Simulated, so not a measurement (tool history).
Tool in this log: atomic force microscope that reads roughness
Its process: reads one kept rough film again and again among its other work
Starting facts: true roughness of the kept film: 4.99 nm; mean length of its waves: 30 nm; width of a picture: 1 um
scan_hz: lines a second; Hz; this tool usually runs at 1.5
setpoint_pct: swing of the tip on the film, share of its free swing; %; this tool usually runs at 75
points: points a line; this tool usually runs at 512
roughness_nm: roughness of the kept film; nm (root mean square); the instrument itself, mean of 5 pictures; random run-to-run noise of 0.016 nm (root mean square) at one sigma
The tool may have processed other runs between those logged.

run	hour	scan_hz	setpoint_pct	points	roughness_nm
1	0	1.5	75	512	3.789
2	62.1	1.5	75	512	3.136
3	119.5	1.5	75	512	2.745
# hour 177.2: new tip fitted
4	183	1.5	75	512	3.732
# hour 192.6: height scale calibrated on a step standard
5	251.2	0.76	75	512	3.099
6	294.1	0.76	75	512	2.814
# hour 353.2: new tip fitted
7	365.6	1.5	75	512	3.603
# hour 397.4: height scale calibrated on a step standard, once more
8	435.8	1.5	75	512	3.059
9	478.8	1.5	75	512	2.723
# hour 526.4: new tip fitted
10	545.6	1.5	75	512	3.649
11	582.5	1.5	75	512	3.255
12	622.5	1.5	67	331	2.927
13	671	0.91	66	610	2.659
# hour 701.5: new tip fitted
14	724.2	0.79	60	793	3.759
15	803.1	0.79	60	793	2.979
16	854.1	1.17	60	430	2.656
# hour 875.6: new tip fitted
17	930.9	1.17	89	430	3.198
18	1011	1.7	74	655	2.747
# hour 1051: new tip fitted
19	1093.7	0.93	75	306	3.406
20	1132.3	0.93	75	306	3.082
21	1192.3	0.93	71	412	2.665
# hour 1230.8: new tip fitted
22	1235.7	0.93	71	412	3.887

What if the next run were any one of these 4? Each begins from the tool's condition after run 22:
A	1299.1	1.5	87	512	?
B	1299.1	0.93	71	605	?
C	1299.1	0.65	71	456	?
D	1299.1	1.5	81	512	?

run	roughness_nm
A	3.028
B	3.172
C	3.226
D	3.078
The same runs, with their run-to-run variation unchanged, on a tool lacking any hidden condition would have given:
run	roughness_nm
A	3.798
B	3.978
C	4.045
D	3.859
